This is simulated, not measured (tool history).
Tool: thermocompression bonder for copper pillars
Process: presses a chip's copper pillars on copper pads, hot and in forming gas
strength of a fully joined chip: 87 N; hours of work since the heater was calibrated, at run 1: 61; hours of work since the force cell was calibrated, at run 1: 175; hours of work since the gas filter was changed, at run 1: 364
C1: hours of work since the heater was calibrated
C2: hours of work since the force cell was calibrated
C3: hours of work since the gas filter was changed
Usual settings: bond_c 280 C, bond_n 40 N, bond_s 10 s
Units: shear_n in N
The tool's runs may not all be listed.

{"run": 1, "day": 0.0, "bond_c": 280, "bond_n": 40, "bond_s": 10, "C1": 61, "C2": 175, "C3": 364, "shear_n": 41.8}
{"run": 2, "day": 0.6, "bond_c": 280, "bond_n": 40, "bond_s": 10, "C1": 70, "C2": 184, "C3": 373, "shear_n": 41}
{"run": 3, "day": 1.225, "bond_c": 280, "bond_n": 40, "bond_s": 24, "C1": 79, "C2": 193, "C3": 382, "shear_n": 55.8}
{"run": 4, "day": 1.783, "bond_c": 280, "bond_n": 40, "bond_s": 24, "C1": 88, "C2": 202, "C3": 391, "shear_n": 55}
{"day": 1.921, "done": "heater calibrated with a thermocouple chip"}
{"run": 5, "day": 2.629, "bond_c": 280, "bond_n": 40, "bond_s": 24, "C1": 11, "C2": 213, "C3": 402, "shear_n": 55.4}
{"run": 6, "day": 3.388, "bond_c": 280, "bond_n": 40, "bond_s": 24, "C1": 22, "C2": 225, "C3": 413, "shear_n": 54.8}
{"run": 7, "day": 3.812, "bond_c": 280, "bond_n": 27, "bond_s": 24, "C1": 28, "C2": 231, "C3": 420, "shear_n": 37.6}
{"run": 8, "day": 4.292, "bond_c": 280, "bond_n": 27, "bond_s": 24, "C1": 36, "C2": 238, "C3": 427, "shear_n": 37}
{"day": 4.525, "done": "heater calibrated with a thermocouple chip, once more"}
{"run": 9, "day": 5.271, "bond_c": 284, "bond_n": 32, "bond_s": 24, "C1": 11, "C2": 252, "C3": 441, "shear_n": 48.1}
{"run": 10, "day": 5.908, "bond_c": 280, "bond_n": 40, "bond_s": 14, "C1": 21, "C2": 261, "C3": 450, "shear_n": 47.6}
{"run": 11, "day": 6.792, "bond_c": 280, "bond_n": 29, "bond_s": 10, "C1": 34, "C2": 275, "C3": 463, "shear_n": 29.4}
{"run": 12, "day": 7.754, "bond_c": 280, "bond_n": 29, "bond_s": 10, "C1": 49, "C2": 289, "C3": 478, "shear_n": 29.7}

How the hidden state differs across the entries between the runs, from the last listed run before each to the first after it:
Between runs 4 and 5: heater calibrated with a thermocouple chip (day 1.921)
  true temperature of the bond over the reading, C: -1.8 -> -2.9; oxide that the forming gas leaves, % of the face: 2.73 -> 2.79
  measured less the result without the state, shear_n: -1.5 -> -2 N
Between runs 8 and 9: heater calibrated with a thermocouple chip, once more (day 4.525)
  true temperature of the bond over the reading, C: -3.3 -> -0.2; oxide that the forming gas leaves, % of the face: 2.94 -> 3.02
  measured less the result without the state, shear_n: -1.7 -> -0.7 N
